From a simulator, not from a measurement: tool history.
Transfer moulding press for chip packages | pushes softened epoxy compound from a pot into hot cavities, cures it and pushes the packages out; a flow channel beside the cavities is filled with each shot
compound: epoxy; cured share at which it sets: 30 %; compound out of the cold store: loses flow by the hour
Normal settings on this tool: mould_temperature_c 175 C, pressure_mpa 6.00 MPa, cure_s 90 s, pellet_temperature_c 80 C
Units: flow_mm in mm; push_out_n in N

run	hour	mould_temperature_c	pressure_mpa	cure_s	pellet_temperature_c	incoming compound's hours out of the cold store	flow_mm	push_out_n
1	0.0	175	6.00	90	80	28.0	610	487
2	18.5	175	4.82	90	80	10.8	614	526
# hour 36.2: cavities cleaned with cleaning compound and waxed
3	53.3	175	4.82	90	80	14.1	605	539
# hour 77.4: cavities cleaned with cleaning compound and waxed
4	91.5	175	4.82	88	80	20.7	574	540
# hour 118.9: cavities cleaned with cleaning compound and waxed
5	135.6	175	6.00	90	80	37.3	561	481
# hour 161.0: cavities cleaned with cleaning compound and waxed
6	164.3	175	6.00	90	80	47.4	529	482
# hour 200.5: cavities cleaned with cleaning compound and waxed
7	202.4	175	6.00	87	80	30.7	599	551
# hour 214.6: plunger's sealing rings changed
8	235.5	170	6.00	88	80	8.5	718	859
# hour 243.3: cavities cleaned with cleaning compound and waxed
9	257.6	170	6.00	88	80	45.6	553	695
# hour 284.1: cavities cleaned with cleaning compound and waxed
10	296.5	170	6.00	99	72	47.8	545	545
# hour 325.2: cavities cleaned with cleaning compound and waxed
11	327.5	170	4.67	96	72	44.8	490	592
# hour 365.5: cavities cleaned with cleaning compound and waxed
12	370.7	170	4.67	96	72	25.7	560	626

Branching from run 12: 5 alternative next runs. What would each branch give?
A	402.6	181	4.62	124	80	17.5	?	?
B	402.6	175	4.87	90	87	8.5	?	?
C	402.6	177	6.00	90	83	42.2	?	?
D	402.6	175	5.66	100	80	22.4	?	?
E	402.6	170	5.51	96	70	15.5	?	?

run	flow_mm	push_out_n
A	563	356
B	628	540
C	552	446
D	618	425
E	654	660
With the hidden condition removed and each run's random variation left untouched, the same runs would have given:
run	flow_mm	push_out_n
A	564	352
B	629	534
C	553	441
D	619	420
E	655	653

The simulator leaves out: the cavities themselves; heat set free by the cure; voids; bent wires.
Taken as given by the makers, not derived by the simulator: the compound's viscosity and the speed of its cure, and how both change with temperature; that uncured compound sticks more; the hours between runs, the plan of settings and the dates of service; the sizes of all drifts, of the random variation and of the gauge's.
